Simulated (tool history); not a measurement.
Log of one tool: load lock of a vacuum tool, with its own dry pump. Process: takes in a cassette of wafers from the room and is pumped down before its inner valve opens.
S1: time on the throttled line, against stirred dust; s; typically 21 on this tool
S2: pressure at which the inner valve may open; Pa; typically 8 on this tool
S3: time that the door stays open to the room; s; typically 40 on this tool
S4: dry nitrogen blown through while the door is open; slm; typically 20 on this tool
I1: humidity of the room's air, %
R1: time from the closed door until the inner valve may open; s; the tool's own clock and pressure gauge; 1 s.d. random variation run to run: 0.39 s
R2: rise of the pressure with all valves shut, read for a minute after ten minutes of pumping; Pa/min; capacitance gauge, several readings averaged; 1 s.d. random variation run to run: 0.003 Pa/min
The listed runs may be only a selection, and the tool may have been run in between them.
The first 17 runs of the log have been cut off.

run 18 day=50.825 | S1=24 S2=8 S3=40 S4=20 | I1=47.0 | R1=49.4 R2=0.094
run 19 day=53.354 | S1=24 S2=8 S3=40 S4=20 | I1=45.3 | R1=49.6 R2=0.095
-- day=55.571 dry pump taken out, an overhauled one fitted
run 20 day=57.196 | S1=24 S2=8 S3=40 S4=20 | I1=47.3 | R1=43.5 R2=0.093
run 21 day=59.683 | S1=32 S2=14 S3=40 S4=8 | I1=47.7 | R1=47.8 R2=0.098
run 22 day=63.796 | S1=32 S2=14 S3=40 S4=8 | I1=44.7 | R1=47.6 R2=0.098
run 23 day=66.954 | S1=16 S2=8 S3=143 S4=20 | I1=45.9 | R1=37.4 R2=0.121
run 24 day=70.621 | S1=16 S2=8 S3=143 S4=20 | I1=45.7 | R1=37.6 R2=0.124
run 25 day=72.696 | S1=11 S2=8 S3=143 S4=15 | I1=40.9 | R1=34.1 R2=0.120
run 26 day=74.450 | S1=11 S2=8 S3=143 S4=15 | I1=44.7 | R1=33.5 R2=0.129
run 27 day=78.717 | S1=21 S2=12 S3=40 S4=6 | I1=45.7 | R1=40.4 R2=0.110
run 28 day=80.962 | S1=21 S2=7 S3=40 S4=44 | I1=47.5 | R1=41.8 R2=0.098
run 29 day=83.892 | S1=19 S2=7 S3=40 S4=20 | I1=45.8 | R1=40.1 R2=0.100
run 30 day=86.883 | S1=30 S2=13 S3=70 S4=10 | I1=46.6 | R1=45.6 R2=0.130
run 31 day=89.800 | S1=19 S2=15 S3=213 S4=16 | I1=46.7 | R1=37.8 R2=0.148
run 32 day=94.017 | S1=19 S2=15 S3=213 S4=9 | I1=47.7 | R1=38.9 R2=0.163
run 33 day=95.817 | S1=31 S2=7 S3=62 S4=20 | I1=45.5 | R1=49.0 R2=0.119
run 34 day=100.004 | S1=21 S2=9 S3=57 S4=11 | I1=44.9 | R1=40.8 R2=0.125
run 35 day=102.354 | S1=10 S2=14 S3=178 S4=11 | I1=43.4 | R1=32.0 R2=0.162
run 36 day=104.408 | S1=10 S2=14 S3=178 S4=11 | I1=43.4 | R1=31.7 R2=0.153
run 37 day=106.212 | S1=10 S2=14 S3=178 S4=11 | I1=47.2 | R1=31.7 R2=0.160
run 38 day=108.275 | S1=10 S2=14 S3=178 S4=11 | I1=45.7 | R1=31.4 R2=0.157

Predict each of these 3 candidate next runs independently; none follows another, all start after run 38:
run A day=110.917 | S1=10 S2=14 S3=178 S4=32 | I1=44.9 | R1=? R2=?
run B day=110.917 | S1=24 S2=10 S3=40 S4=17 | I1=43.8 | R1=? R2=?
run C day=110.917 | S1=10 S2=8 S3=208 S4=8 | I1=47.7 | R1=? R2=?

run=A R1=31.7 R2=0.135
run=B R1=43.4 R2=0.119
run=C R1=34.1 R2=0.177
With the hidden condition removed and each run's random variation left untouched, the same runs would have given:
run=A R1=31.0 R2=0.047
run=B R1=42.8 R2=0.028
run=C R1=33.3 R2=0.087
